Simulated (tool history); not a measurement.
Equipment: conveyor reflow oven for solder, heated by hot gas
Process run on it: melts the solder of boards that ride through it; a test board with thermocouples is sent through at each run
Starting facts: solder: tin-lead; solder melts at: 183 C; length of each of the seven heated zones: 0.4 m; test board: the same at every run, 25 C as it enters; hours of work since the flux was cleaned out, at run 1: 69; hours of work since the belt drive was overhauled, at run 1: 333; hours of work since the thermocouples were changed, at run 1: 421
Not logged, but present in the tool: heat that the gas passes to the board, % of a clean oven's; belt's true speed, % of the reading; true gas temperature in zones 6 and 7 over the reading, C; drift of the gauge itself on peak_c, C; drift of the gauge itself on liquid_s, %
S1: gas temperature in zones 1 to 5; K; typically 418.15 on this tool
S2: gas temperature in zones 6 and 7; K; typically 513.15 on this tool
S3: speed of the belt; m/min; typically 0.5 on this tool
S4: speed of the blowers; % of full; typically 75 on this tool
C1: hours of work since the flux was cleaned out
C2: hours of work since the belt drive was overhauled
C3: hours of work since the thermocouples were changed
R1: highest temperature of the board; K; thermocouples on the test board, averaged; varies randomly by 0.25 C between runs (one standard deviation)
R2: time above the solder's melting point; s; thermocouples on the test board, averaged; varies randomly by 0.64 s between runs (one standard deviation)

| run | hour | S1 | S2 | S3 | S4 | C1 | C2 | C3 | R1 | R2 |
|---|---|---|---|---|---|---|---|---|---|---|
| 1 | 0 | 418.15 | 513.15 | 0.5 | 75 | 69 | 333 | 421 | 499.05 | 84.2 |
| 2 | 5.8 | 418.15 | 513.15 | 0.5 | 75 | 73 | 337 | 425 | 498.95 | 82.4 |
| 3 | 16.9 | 418.15 | 513.15 | 0.5 | 75 | 81 | 345 | 432 | 498.95 | 83.1 |
| 4 | 28.1 | 418.15 | 513.15 | 0.5 | 75 | 88 | 352 | 440 | 498.75 | 82.8 |
| 5 | 41.9 | 418.15 | 513.15 | 0.5 | 75 | 97 | 361 | 449 | 498.45 | 82.8 |
| 6 | 50.6 | 418.15 | 513.15 | 0.5 | 75 | 103 | 367 | 455 | 499.05 | 83.6 |
| 7 | 57 | 418.15 | 513.15 | 0.5 | 75 | 107 | 371 | 459 | 498.35 | 82.8 |
| 8 | 70 | 418.15 | 513.15 | 0.5 | 75 | 116 | 380 | 468 | 498.75 | 83.4 |
| 9 | 82.6 | 418.15 | 513.15 | 0.5 | 75 | 124 | 388 | 476 | 498.35 | 83 |
| 10 | 92.5 | 418.15 | 513.15 | 0.5 | 75 | 131 | 395 | 483 | 498.55 | 82.7 |
| 11 | 100.9 | 431.15 | 513.15 | 0.5 | 75 | 137 | 401 | 488 | 500.65 | 90.6 |
| 12 | 109.8 | 404.15 | 513.15 | 0.5 | 75 | 142 | 407 | 494 | 496.15 | 75.2 |
| 13 | 121.9 | 404.15 | 513.15 | 0.5 | 75 | 151 | 415 | 502 | 496.25 | 74.1 |
| 14 | 129.2 | 404.15 | 513.15 | 0.5 | 75 | 155 | 419 | 507 | 496.15 | 75.2 |
| 15 | 142 | 404.15 | 513.15 | 0.5 | 75 | 164 | 428 | 516 | 495.85 | 73.7 |
| 16 | 153.4 | 404.15 | 513.15 | 0.5 | 75 | 172 | 436 | 523 | 496.15 | 74.8 |
| 17 | 164.2 | 406.15 | 513.15 | 0.5 | 89 | 179 | 443 | 530 | 499.65 | 78.1 |
|  | 170 | flux residue cleaned out of gas plates and filters |
| 18 | 181.3 | 406.15 | 513.15 | 0.5 | 89 | 8 | 451 | 538 | 498.55 | 77.6 |
| 19 | 194.2 | 406.15 | 518.15 | 0.432 | 75 | 16 | 459 | 547 | 504.05 | 94.8 |
| 20 | 203 | 406.15 | 527.15 | 0.406 | 75 | 22 | 465 | 553 | 514.75 | 108.8 |
| 21 | 214.8 | 428.15 | 504.15 | 0.441 | 65 | 30 | 473 | 561 | 492.35 | 94.3 |
| 22 | 227.6 | 418.15 | 513.15 | 0.5 | 85 | 38 | 482 | 569 | 499.05 | 82.8 |
|  | 242 | flux residue cleaned out of gas plates and filters, once more |
| 23 | 245.5 | 418.15 | 513.15 | 0.5 | 85 | 2 | 490 | 578 | 502.15 | 86.4 |
| 24 | 255.5 | 418.15 | 513.15 | 0.5 | 85 | 9 | 497 | 584 | 502.05 | 84.9 |
| 25 | 269.1 | 418.15 | 513.15 | 0.5 | 85 | 18 | 506 | 594 | 502.35 | 85.1 |
| 26 | 282.6 | 418.15 | 513.15 | 0.5 | 85 | 27 | 515 | 603 | 502.35 | 85.2 |
| 27 | 289.1 | 418.15 | 510.15 | 0.5 | 85 | 31 | 519 | 607 | 499.25 | 84 |
| 28 | 302.3 | 418.15 | 510.15 | 0.5 | 85 | 40 | 528 | 616 | 499.25 | 84.7 |
| 29 | 312 | 433.15 | 518.15 | 0.572 | 75 | 47 | 535 | 622 | 502.65 | 82.4 |
| 30 | 318.8 | 433.15 | 518.15 | 0.572 | 75 | 51 | 539 | 627 | 502.75 | 81.1 |
| 31 | 327 | 433.15 | 518.15 | 0.572 | 75 | 57 | 545 | 632 | 502.55 | 81.8 |

Entry by entry between the runs, the difference in hidden state between the last listed run before and the first listed run after:
Between runs 17 and 18: flux residue cleaned out of gas plates and filters (hour 170)
  heat that the gas passes to the board, % of a clean oven's: 92.7 -> 88.5; belt's true speed, % of the reading: 98.88 -> 98.86; true gas temperature in zones 6 and 7 over the reading, C: 1.39 -> 1.41
  measured result minus the result with no hidden state, R1: -0.6 -> -2 K; R2: +0.2 -> -1.1 s
Between runs 22 and 23: flux residue cleaned out of gas plates and filters, once more (hour 242)
  heat that the gas passes to the board, % of a clean oven's: 87.6 -> 99.7; belt's true speed, % of the reading: 98.79 -> 98.76; true gas temperature in zones 6 and 7 over the reading, C: 1.46 -> 1.48
  measured result minus the result with no hidden state, R1: -1.8 -> +1.6 K; R2: -0.6 -> +2.1 s

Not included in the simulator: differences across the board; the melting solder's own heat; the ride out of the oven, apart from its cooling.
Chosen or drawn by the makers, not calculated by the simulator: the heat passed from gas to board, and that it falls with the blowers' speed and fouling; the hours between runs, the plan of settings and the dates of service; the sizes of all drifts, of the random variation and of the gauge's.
